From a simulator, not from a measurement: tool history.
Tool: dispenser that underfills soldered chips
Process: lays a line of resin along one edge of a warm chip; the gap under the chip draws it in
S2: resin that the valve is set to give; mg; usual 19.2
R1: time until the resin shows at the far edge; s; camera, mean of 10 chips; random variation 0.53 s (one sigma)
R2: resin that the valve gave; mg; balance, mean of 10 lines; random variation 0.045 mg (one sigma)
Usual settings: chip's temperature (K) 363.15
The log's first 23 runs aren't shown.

run 24 hour=93.9 | chip's_temperature_(K)=352.15 S2=17.6 | R1=96.8 R2=17.40
-- hour=97.6 new syringe of resin
run 25 hour=99.0 | chip's_temperature_(K)=369.15 S2=17.6 | R1=40.8 R2=17.28
run 26 hour=104.3 | chip's_temperature_(K)=371.15 S2=24.1 | R1=44.9 R2=23.67
run 27 hour=108.0 | chip's_temperature_(K)=365.15 S2=17.8 | R1=62.8 R2=17.37
run 28 hour=112.7 | chip's_temperature_(K)=353.15 S2=22.4 | R1=101.2 R2=21.98
-- hour=113.4 new syringe of resin
run 29 hour=116.2 | chip's_temperature_(K)=353.15 S2=22.4 | R1=64.9 R2=21.90
run 30 hour=120.8 | chip's_temperature_(K)=353.15 S2=22.4 | R1=76.8 R2=21.86
run 31 hour=123.4 | chip's_temperature_(K)=359.15 S2=22.5 | R1=70.4 R2=21.97
run 32 hour=126.7 | chip's_temperature_(K)=360.15 S2=20.7 | R1=76.4 R2=20.18
-- hour=129.0 new syringe of resin
run 33 hour=129.3 | chip's_temperature_(K)=354.15 S2=21.0 | R1=59.7 R2=20.51
run 34 hour=133.3 | chip's_temperature_(K)=351.15 S2=18.6 | R1=76.5 R2=18.07
run 35 hour=136.5 | chip's_temperature_(K)=362.15 S2=18.0 | R1=63.1 R2=17.50

Run 36 comes next. What will it give?
run 36 hour=139.2 | chip's_temperature_(K)=370.15 S2=16.8 | R1=? R2=?

Run 36 gave R1 55.0 s, R2 16.39 mg.
Without the tool's hidden state the same run would have given R1 37.3 s, R2 16.84 mg.

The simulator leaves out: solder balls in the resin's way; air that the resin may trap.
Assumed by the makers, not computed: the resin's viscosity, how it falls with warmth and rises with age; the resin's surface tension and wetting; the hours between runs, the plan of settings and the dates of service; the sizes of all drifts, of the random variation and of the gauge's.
